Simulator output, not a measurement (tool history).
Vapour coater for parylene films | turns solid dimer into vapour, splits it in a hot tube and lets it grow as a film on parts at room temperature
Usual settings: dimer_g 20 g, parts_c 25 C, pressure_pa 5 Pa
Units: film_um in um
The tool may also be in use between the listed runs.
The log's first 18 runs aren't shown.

run 19 hour=204.2 | dimer_g=20 parts_c=25 pressure_pa=10.42 | film_um=10.72
run 20 hour=220.1 | dimer_g=20 parts_c=25 pressure_pa=10.42 | film_um=10.78
run 21 hour=237 | dimer_g=20 parts_c=25 pressure_pa=10.42 | film_um=10.67
run 22 hour=249 | dimer_g=14 parts_c=27 pressure_pa=11.84 | film_um=6.93
run 23 hour=264.2 | dimer_g=9 parts_c=32 pressure_pa=8.12 | film_um=4.08
run 24 hour=277.4 | dimer_g=20 parts_c=25 pressure_pa=11.18 | film_um=10.64
run 25 hour=293 | dimer_g=9 parts_c=21 pressure_pa=3.41 | film_um=6.73
run 26 hour=307.4 | dimer_g=9 parts_c=21 pressure_pa=3.41 | film_um=6.78
run 27 hour=317.3 | dimer_g=24 parts_c=26 pressure_pa=8.93 | film_um=12.87
run 28 hour=331.2 | dimer_g=11 parts_c=22 pressure_pa=9.05 | film_um=6.69
run 29 hour=345.3 | dimer_g=10 parts_c=21 pressure_pa=3.05 | film_um=7.7
run 30 hour=361.8 | dimer_g=32 parts_c=20 pressure_pa=2.68 | film_um=26.17
run 31 hour=374.7 | dimer_g=32 parts_c=20 pressure_pa=2.68 | film_um=25.96
run 32 hour=384.5 | dimer_g=32 parts_c=32 pressure_pa=2.82 | film_um=17.83
run 33 hour=393.8 | dimer_g=32 parts_c=32 pressure_pa=2.82 | film_um=17.87
run 34 hour=401.1 | dimer_g=32 parts_c=32 pressure_pa=2.82 | film_um=17.97
run 35 hour=409 | dimer_g=32 parts_c=32 pressure_pa=2.82 | film_um=17.93
run 36 hour=421.7 | dimer_g=32 parts_c=32 pressure_pa=2.82 | film_um=17.95
run 37 hour=433.6 | dimer_g=10 parts_c=34 pressure_pa=3.56 | film_um=5.06
run 38 hour=445.1 | dimer_g=24 parts_c=27 pressure_pa=3 | film_um=15.55
run 39 hour=456.5 | dimer_g=33 parts_c=27 pressure_pa=6.3 | film_um=18.37
run 40 hour=468.5 | dimer_g=12 parts_c=35 pressure_pa=2.11 | film_um=6.48
run 41 hour=483.8 | dimer_g=9 parts_c=20 pressure_pa=4.45 | film_um=6.68
run 42 hour=496.5 | dimer_g=9 parts_c=23 pressure_pa=8.98 | film_um=5.38

Forecast each of these 4 alternatives for the next run:
-- hour=502.8 gauge calibrated
run A hour=509.5 | dimer_g=16 parts_c=26 pressure_pa=7.11 | film_um=?
-- hour=502.8 gauge calibrated
run B hour=509.5 | dimer_g=14 parts_c=24 pressure_pa=6.1 | film_um=?
-- hour=502.8 gauge calibrated
run C hour=509.5 | dimer_g=9 parts_c=31 pressure_pa=8.98 | film_um=?
-- hour=502.8 gauge calibrated
run D hour=509.5 | dimer_g=10 parts_c=23 pressure_pa=3.07 | film_um=?

run=A film_um=8.79
run=B film_um=8.47
run=C film_um=4.07
run=D film_um=7.13
Without the tool's hidden state the same runs would have given:
run=A film_um=8.8
run=B film_um=8.48
run=C film_um=4.07
run=D film_um=7.14

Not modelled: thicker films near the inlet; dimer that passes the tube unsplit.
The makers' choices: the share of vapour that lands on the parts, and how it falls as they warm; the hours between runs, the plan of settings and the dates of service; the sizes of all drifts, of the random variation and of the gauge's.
